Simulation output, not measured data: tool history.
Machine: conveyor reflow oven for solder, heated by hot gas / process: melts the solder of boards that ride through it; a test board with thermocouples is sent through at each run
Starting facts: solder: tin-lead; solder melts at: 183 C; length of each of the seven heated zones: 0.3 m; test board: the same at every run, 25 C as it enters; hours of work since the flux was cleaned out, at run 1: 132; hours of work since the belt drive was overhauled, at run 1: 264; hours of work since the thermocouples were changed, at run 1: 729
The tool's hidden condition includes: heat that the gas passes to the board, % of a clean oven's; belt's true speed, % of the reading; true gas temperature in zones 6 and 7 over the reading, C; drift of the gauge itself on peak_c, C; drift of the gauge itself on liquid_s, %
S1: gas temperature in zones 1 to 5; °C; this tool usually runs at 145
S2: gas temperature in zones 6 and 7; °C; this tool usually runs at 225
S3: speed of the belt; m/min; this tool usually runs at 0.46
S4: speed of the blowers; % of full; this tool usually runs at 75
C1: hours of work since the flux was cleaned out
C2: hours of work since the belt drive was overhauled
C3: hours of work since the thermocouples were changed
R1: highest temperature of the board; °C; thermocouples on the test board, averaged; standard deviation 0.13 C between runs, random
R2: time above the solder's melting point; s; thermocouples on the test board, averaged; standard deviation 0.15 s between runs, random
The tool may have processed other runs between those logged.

run   hour   S1   S2     S3  S4   C1   C2    C3     R1    R2
  1      0  145  225   0.46  75  132  264   729  211.4  56.4
  2   32.8  145  225   0.46  75  153  285   749  211.4  56.5
  3   75.4  145  225   0.46  75  180  312   776    211  56.3
  4  132.6  145  225  0.475  75  216  348   812    210  53.1
  5  195.5  145  225   0.46  75  255  387   852    211  56.1
  6  245.7  145  225   0.46  75  287  419   884  210.6  55.9
  7  310.7  145  225   0.46  80  328  460   925  211.3  56.5
  8  358.9  145  225   0.46  80  358  490   955  211.3  56.5
  9  411.9  159  225   0.46  75  391  524   988  213.2  65.1
 10  452.6  145  239  0.489  60  417  549  1014  217.5  57.1
     462.2  -- flux residue cleaned out of gas plates and filters
 11  522.2  145  239  0.489  60   38  590  1055  215.9  55.9
 12  575.7  148  239  0.489  60   71  624  1088  216.7  57.5
 13  606.9  148  216  0.489  84   91  643  1108  201.3  42.6
     640.2  -- flux residue cleaned out of gas plates and filters, once more
 14  669.6  148  216  0.489  84   19  680  1144  204.9    49
 15  713.9  148  213  0.524  84   46  708  1172  200.7  39.8
     719.9  -- thermocouples of zones 6 and 7 changed
 16  762.7  133  228   0.46  53   76  737    27  206.6  46.3
 17  827.1  152  219  0.379  74  116  778    67    210  74.4

Measured minus without-hidden-state, run by run (identical run-to-run variation in each term; gauge scatter may differ):
run    R1    R2
  1  +0.6  +0.5
  2  +0.5  +0.5
  3  +0.3  +0.4
  4  +0.2  +0.2
  5  +0.1  +0.1
  6    +0  -0.1
  7  -0.2  -0.3
  8  -0.3  -0.4
  9  -0.1  -0.1
 10  -0.8  -0.4
 11  -2.3  -1.8
 12  -2.3  -1.8
 13  -1.9  -3.6
 14  +1.8  +2.6
 15  +1.6  +2.6
 16  -0.5    +0
 17  -0.7  +0.2
